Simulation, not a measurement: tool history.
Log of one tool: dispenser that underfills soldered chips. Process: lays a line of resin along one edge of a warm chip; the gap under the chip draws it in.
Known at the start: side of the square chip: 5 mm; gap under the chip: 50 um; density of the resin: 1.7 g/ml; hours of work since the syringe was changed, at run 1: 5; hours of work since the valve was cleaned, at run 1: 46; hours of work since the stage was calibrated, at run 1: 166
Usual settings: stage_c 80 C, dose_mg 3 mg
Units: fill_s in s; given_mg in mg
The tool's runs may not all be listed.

run   hour  stage_c  dose_mg  hours of work since the syringe was changed  hours of work since the valve was cleaned  hours of work since the stage was calibrated  fill_s  given_mg
  1      0       80        3                                            5                                         46                                           166    30.1      2.96
       3.8  -- new syringe of resin
  2    5.9       80        3                                            1                                         50                                           170    25.7      2.88
  3   11.9       80        3                                            6                                         54                                           174    31.6       2.9
      13.9  -- new syringe of resin
  4   22.8       79        3                                            6                                         62                                           181    33.2      2.88
      24.1  -- new syringe of resin
  5   29.8       79        3                                            4                                         66                                           186    31.4       2.9
        34  -- new syringe of resin
  6   36.5       79        3                                            2                                         71                                           190    27.7      2.85
      43.7  -- new syringe of resin
  7   44.4       79        3                                            0                                         76                                           195    26.1      2.89
  8   52.1       79        3                                            6                                         81                                           200    33.1      2.82
      54.3  -- new syringe of resin
  9   57.5       79        3                                            2                                         85                                           204    29.2      2.88
      64.3  -- new syringe of resin
 10     66       73        3                                            1                                         90                                           210    34.8      2.88
 11   70.7       73        3                                            4                                         93                                           213    40.7      2.87
      74.4  -- new syringe of resin
 12   79.7       73        3                                            4                                         99                                           219    39.4      2.83
      84.9  -- new syringe of resin
 13   86.5       80        3                                            1                                        104                                           223    26.5      2.79
 14   91.3       80        3                                            4                                        107                                           227    30.3      2.86
      95.4  -- new syringe of resin
 15   96.6       80        3                                            1                                        110                                           230    25.5      2.79
 16    103       80        3                                            5                                        115                                           234    31.1      2.79
     105.4  -- new syringe of resin
 17  111.6       80        3                                            4                                        121                                           240    30.5      2.81
     115.8  -- new syringe of resin
 18  120.2       80        3                                            3                                        126                                           246    28.1      2.75
     126.2  -- new syringe of resin
 19  130.6       92     3.43                                            3                                        133                                           253    16.1      3.15
     133.9  -- dispensing valve cleaned and set on the balance
 20  136.4       79     3.43                                            6                                          2                                           256    32.9      3.46
     137.6  -- new syringe of resin
     147.5  -- new syringe of resin
 21  147.7       90     3.63                                            0                                          9                                           263    15.8      3.63
 22  152.9       72     3.74                                            4                                         13                                           267    40.6      3.74
     157.4  -- new syringe of resin
 23  159.2       72     2.93                                            1                                         17                                           271    38.9      2.92
     167.9  -- new syringe of resin
 24  170.4       68     3.74                                            2                                         24                                           278    44.9      3.71
     177.8  -- new syringe of resin
 25  180.4       68     3.74                                            2                                         31                                           285      45      3.73
     187.7  -- new syringe of resin
 26    188       90     3.25                                            0                                         36                                           290    15.3      3.21
 27  194.2       90     3.25                                            4                                         40                                           294    19.6      3.16
     198.1  -- new syringe of resin
 28  201.1       80     2.81                                            2                                         45                                           299    26.8      2.72
     208.5  -- new syringe of resin
 29  211.9       82     2.69                                            2                                         52                                           306    25.5      2.62
     218.7  -- new syringe of resin
 30  219.3       79     3.41                                            0                                         57                                           311    25.9      3.32
 31  224.1       79     3.41                                            4                                         60                                           314    29.6      3.29
       229  -- new syringe of resin
 32    229       79     3.41                                            0                                         63                                           317      25      3.28
     238.7  -- new syringe of resin
 33  239.6       91     3.41                                            1                                         70                                           324    15.6      3.32
 34  246.2       86     3.63                                            5                                         75                                           329    23.1       3.5

5 ways to go on from here, each from the tool as it stands after run 34. What would each give?
     248.9  -- new syringe of resin
  A   257       80     3.27                                            6                                         82                                           336       ?         ?
     248.9  -- new syringe of resin
  B   257       80     3.37                                            6                                         82                                           336       ?         ?
     248.9  -- new syringe of resin
  C   257       92        3                                            6                                         82                                           336       ?         ?
     248.9  -- new syringe of resin
  D   257       68      3.3                                            6                                         82                                           336       ?         ?
     248.9  -- new syringe of resin
  E   257       72        3                                            6                                         82                                           336       ?         ?

run  fill_s  given_mg
  A    30.7      3.14
  B      30      3.24
  C    18.5      2.89
  D    53.5      3.14
  E    44.4      2.84
Without the tool's hidden state the same runs would have given:
run  fill_s  given_mg
  A    23.5      3.28
  B    22.8      3.39
  C    14.1      3.03
  D    40.8      3.28
  E    33.8      2.97

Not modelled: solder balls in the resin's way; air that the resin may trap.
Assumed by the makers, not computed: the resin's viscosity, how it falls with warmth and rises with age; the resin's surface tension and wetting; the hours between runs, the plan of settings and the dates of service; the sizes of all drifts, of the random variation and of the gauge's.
